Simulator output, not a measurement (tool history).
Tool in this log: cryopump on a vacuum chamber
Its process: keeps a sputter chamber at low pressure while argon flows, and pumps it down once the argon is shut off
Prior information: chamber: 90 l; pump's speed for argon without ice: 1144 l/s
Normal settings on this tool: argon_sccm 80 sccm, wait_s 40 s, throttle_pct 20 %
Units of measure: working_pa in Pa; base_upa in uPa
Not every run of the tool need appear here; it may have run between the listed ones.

run 1 hour=0.0 | argon_sccm=80 wait_s=40 throttle_pct=20 | working_pa=0.6095 base_upa=3.09
-- hour=68.2 pump warmed up, emptied and cooled again
run 2 hour=86.7 | argon_sccm=80 wait_s=40 throttle_pct=20 | working_pa=0.5945 base_upa=3.13
run 3 hour=177.9 | argon_sccm=80 wait_s=40 throttle_pct=20 | working_pa=0.5931 base_upa=3.11
run 4 hour=268.5 | argon_sccm=80 wait_s=40 throttle_pct=20 | working_pa=0.5983 base_upa=3.13
run 5 hour=383.8 | argon_sccm=80 wait_s=40 throttle_pct=20 | working_pa=0.6028 base_upa=3.22
run 6 hour=445.2 | argon_sccm=80 wait_s=40 throttle_pct=20 | working_pa=0.6027 base_upa=3.22
run 7 hour=510.7 | argon_sccm=80 wait_s=40 throttle_pct=20 | working_pa=0.6019 base_upa=3.25
run 8 hour=630.8 | argon_sccm=80 wait_s=40 throttle_pct=20 | working_pa=0.6056 base_upa=3.39
run 9 hour=731.8 | argon_sccm=51 wait_s=40 throttle_pct=20 | working_pa=0.3881 base_upa=3.46
-- hour=777.6 leaking fittings of the chamber tightened, without venting
-- hour=832.5 pump warmed up, emptied and cooled again
run 10 hour=845.0 | argon_sccm=51 wait_s=40 throttle_pct=20 | working_pa=0.3798 base_upa=2.45
run 11 hour=908.7 | argon_sccm=80 wait_s=40 throttle_pct=27 | working_pa=0.4399 base_upa=2.51
run 12 hour=976.8 | argon_sccm=80 wait_s=40 throttle_pct=20 | working_pa=0.6046 base_upa=2.57
run 13 hour=1051.6 | argon_sccm=80 wait_s=40 throttle_pct=20 | working_pa=0.5990 base_upa=2.54
run 14 hour=1126.0 | argon_sccm=80 wait_s=40 throttle_pct=20 | working_pa=0.6029 base_upa=2.58
run 15 hour=1206.7 | argon_sccm=80 wait_s=40 throttle_pct=20 | working_pa=0.6007 base_upa=2.63
run 16 hour=1322.2 | argon_sccm=80 wait_s=40 throttle_pct=20 | working_pa=0.6042 base_upa=2.64
run 17 hour=1380.7 | argon_sccm=80 wait_s=40 throttle_pct=20 | working_pa=0.6053 base_upa=2.70
run 18 hour=1479.3 | argon_sccm=80 wait_s=98 throttle_pct=20 | working_pa=0.6055 base_upa=1.51
run 19 hour=1572.9 | argon_sccm=132 wait_s=40 throttle_pct=19 | working_pa=1.0593 base_upa=2.79
-- hour=1594.6 pump warmed up, emptied and cooled again
run 20 hour=1643.4 | argon_sccm=132 wait_s=40 throttle_pct=19 | working_pa=1.0277 base_upa=2.68
run 21 hour=1697.0 | argon_sccm=80 wait_s=100 throttle_pct=17 | working_pa=0.7054 base_upa=1.44
run 22 hour=1798.5 | argon_sccm=40 wait_s=31 throttle_pct=40 | working_pa=0.1543 base_upa=3.38
run 23 hour=1858.7 | argon_sccm=40 wait_s=31 throttle_pct=40 | working_pa=0.1537 base_upa=3.40
run 24 hour=1911.7 | argon_sccm=80 wait_s=40 throttle_pct=16 | working_pa=0.7482 base_upa=2.82
run 25 hour=2011.4 | argon_sccm=80 wait_s=74 throttle_pct=32 | working_pa=0.3827 base_upa=1.97
run 26 hour=2062.4 | argon_sccm=98 wait_s=49 throttle_pct=54 | working_pa=0.2864 base_upa=2.57
run 27 hour=2163.5 | argon_sccm=154 wait_s=49 throttle_pct=56 | working_pa=0.4411 base_upa=2.55
run 28 hour=2231.5 | argon_sccm=46 wait_s=101 throttle_pct=20 | working_pa=0.3516 base_upa=1.71
run 29 hour=2325.0 | argon_sccm=46 wait_s=101 throttle_pct=20 | working_pa=0.3534 base_upa=1.77
-- hour=2361.9 pump warmed up, emptied and cooled again
run 30 hour=2403.3 | argon_sccm=153 wait_s=122 throttle_pct=42 | working_pa=0.5464 base_upa=1.59
run 31 hour=2496.9 | argon_sccm=153 wait_s=122 throttle_pct=42 | working_pa=0.5510 base_upa=1.57
run 32 hour=2579.7 | argon_sccm=38 wait_s=95 throttle_pct=36 | working_pa=0.1604 base_upa=1.84
run 33 hour=2665.4 | argon_sccm=44 wait_s=34 throttle_pct=36 | working_pa=0.1859 base_upa=3.53
run 34 hour=2716.1 | argon_sccm=44 wait_s=34 throttle_pct=36 | working_pa=0.1862 base_upa=3.63

Alternative continuations, all from the tool just after run 34; predict every row:
run A hour=2815.3 | argon_sccm=53 wait_s=66 throttle_pct=27 | working_pa=? base_upa=?
run B hour=2815.3 | argon_sccm=44 wait_s=101 throttle_pct=55 | working_pa=? base_upa=?
run C hour=2815.3 | argon_sccm=44 wait_s=45 throttle_pct=17 | working_pa=? base_upa=?

run=A working_pa=0.2994 base_upa=2.35
run=B working_pa=0.1261 base_upa=1.98
run=C working_pa=0.3872 base_upa=2.93
Stripped of hidden state, with their random variation kept, the same runs would have yielded:
run=A working_pa=0.2900 base_upa=1.56
run=B working_pa=0.1182 base_upa=1.17
run=C working_pa=0.3794 base_upa=2.15
